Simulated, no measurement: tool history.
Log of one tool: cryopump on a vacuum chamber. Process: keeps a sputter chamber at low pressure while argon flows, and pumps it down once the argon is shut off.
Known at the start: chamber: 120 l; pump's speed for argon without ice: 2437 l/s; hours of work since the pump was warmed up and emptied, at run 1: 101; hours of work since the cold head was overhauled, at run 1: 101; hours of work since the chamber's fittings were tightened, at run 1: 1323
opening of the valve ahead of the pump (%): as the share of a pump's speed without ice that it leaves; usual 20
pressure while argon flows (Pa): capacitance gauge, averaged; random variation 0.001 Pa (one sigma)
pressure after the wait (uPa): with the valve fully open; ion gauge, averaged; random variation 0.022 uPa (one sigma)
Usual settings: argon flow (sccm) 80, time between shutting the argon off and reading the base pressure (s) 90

| run | hour | argon flow (sccm) | time between shutting the argon off and reading the base pressure (s) | opening of the valve ahead of the pump (%) | hours of work since the pump was warmed up and emptied | hours of work since the cold head was overhauled | hours of work since the chamber's fittings were tightened | pressure while argon flows (Pa) | pressure after the wait (uPa) |
|---|---|---|---|---|---|---|---|---|---|
| 1 | 0 | 80 | 90 | 20 | 101 | 101 | 1323 | 0.2801 | 1.18 |
| 2 | 11.8 | 99 | 90 | 20 | 107 | 107 | 1329 | 0.3444 | 1.17 |
| 3 | 25.3 | 78 | 90 | 20 | 114 | 114 | 1336 | 0.2714 | 1.19 |
| 4 | 39.2 | 78 | 173 | 20 | 121 | 121 | 1343 | 0.2699 | 0.91 |
| 5 | 49.9 | 80 | 90 | 20 | 127 | 127 | 1348 | 0.2773 | 1.19 |
| 6 | 67.2 | 80 | 90 | 20 | 135 | 135 | 1357 | 0.2791 | 1.22 |

The next listed run, before its measurement:
| 7 | 80.2 | 80 | 71 | 20 | 142 | 142 | 1363 | ? | ? |

{"run 7": {"pressure while argon flows (Pa)": 0.279, "pressure after the wait (uPa)": 1.37}}
Without the tool's hidden state the same run would have given pressure while argon flows (Pa) 0.2776, pressure after the wait (uPa) 0.83.
